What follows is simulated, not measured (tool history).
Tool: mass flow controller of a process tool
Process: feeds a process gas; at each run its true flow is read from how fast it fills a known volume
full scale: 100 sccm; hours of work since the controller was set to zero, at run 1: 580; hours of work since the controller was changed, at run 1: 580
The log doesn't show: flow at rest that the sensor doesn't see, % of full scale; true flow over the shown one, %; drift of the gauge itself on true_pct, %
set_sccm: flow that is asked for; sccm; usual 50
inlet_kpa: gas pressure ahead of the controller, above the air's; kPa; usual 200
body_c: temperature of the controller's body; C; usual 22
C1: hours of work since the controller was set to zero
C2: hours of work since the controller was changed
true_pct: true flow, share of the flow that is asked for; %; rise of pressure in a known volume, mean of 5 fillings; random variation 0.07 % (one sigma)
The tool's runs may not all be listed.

{"run": 1, "hour": 0.0, "set_sccm": 50, "inlet_kpa": 200, "body_c": 22, "C1": 580, "C2": 580, "true_pct": 98.82}
{"run": 2, "hour": 81.5, "set_sccm": 33, "inlet_kpa": 200, "body_c": 22, "C1": 624, "C2": 624, "true_pct": 98.46}
{"run": 3, "hour": 166.6, "set_sccm": 18, "inlet_kpa": 200, "body_c": 22, "C1": 670, "C2": 670, "true_pct": 98.13}
{"run": 4, "hour": 208.5, "set_sccm": 18, "inlet_kpa": 200, "body_c": 22, "C1": 692, "C2": 692, "true_pct": 98.19}
{"run": 5, "hour": 254.6, "set_sccm": 18, "inlet_kpa": 277, "body_c": 22, "C1": 717, "C2": 717, "true_pct": 97.95}
{"run": 6, "hour": 321.6, "set_sccm": 50, "inlet_kpa": 200, "body_c": 22, "C1": 753, "C2": 753, "true_pct": 99.11}
{"run": 7, "hour": 401.4, "set_sccm": 70, "inlet_kpa": 200, "body_c": 22, "C1": 796, "C2": 796, "true_pct": 99.77}
{"run": 8, "hour": 492.6, "set_sccm": 50, "inlet_kpa": 200, "body_c": 22, "C1": 845, "C2": 845, "true_pct": 99.26}
{"run": 9, "hour": 584.0, "set_sccm": 50, "inlet_kpa": 200, "body_c": 22, "C1": 894, "C2": 894, "true_pct": 99.26}
{"run": 10, "hour": 634.1, "set_sccm": 50, "inlet_kpa": 200, "body_c": 22, "C1": 921, "C2": 921, "true_pct": 99.3}
{"run": 11, "hour": 722.1, "set_sccm": 50, "inlet_kpa": 200, "body_c": 23, "C1": 969, "C2": 969, "true_pct": 99.2}
{"run": 12, "hour": 808.9, "set_sccm": 57, "inlet_kpa": 200, "body_c": 23, "C1": 1015, "C2": 1015, "true_pct": 99.62}
{"run": 13, "hour": 896.0, "set_sccm": 23, "inlet_kpa": 210, "body_c": 34, "C1": 1062, "C2": 1062, "true_pct": 98.0}
{"run": 14, "hour": 960.5, "set_sccm": 23, "inlet_kpa": 210, "body_c": 34, "C1": 1097, "C2": 1097, "true_pct": 98.04}
{"run": 15, "hour": 1010.5, "set_sccm": 23, "inlet_kpa": 210, "body_c": 34, "C1": 1124, "C2": 1124, "true_pct": 98.14}
{"run": 16, "hour": 1085.9, "set_sccm": 46, "inlet_kpa": 260, "body_c": 22, "C1": 1164, "C2": 1164, "true_pct": 99.37}
{"run": 17, "hour": 1146.1, "set_sccm": 41, "inlet_kpa": 200, "body_c": 38, "C1": 1197, "C2": 1197, "true_pct": 98.29}
{"run": 18, "hour": 1194.5, "set_sccm": 41, "inlet_kpa": 200, "body_c": 38, "C1": 1223, "C2": 1223, "true_pct": 98.4}
{"run": 19, "hour": 1240.9, "set_sccm": 41, "inlet_kpa": 200, "body_c": 38, "C1": 1248, "C2": 1248, "true_pct": 98.36}
{"run": 20, "hour": 1307.6, "set_sccm": 13, "inlet_kpa": 200, "body_c": 36, "C1": 1284, "C2": 1284, "true_pct": 97.93}

The next listed run, before its measurement:
{"run": 21, "hour": 1380.8, "set_sccm": 62, "inlet_kpa": 209, "body_c": 35, "C1": 1323, "C2": 1323, "true_pct": "?"}

true_pct: 99.30 %
Without the tool's hidden state the same run would have given true_pct 98.29 %.
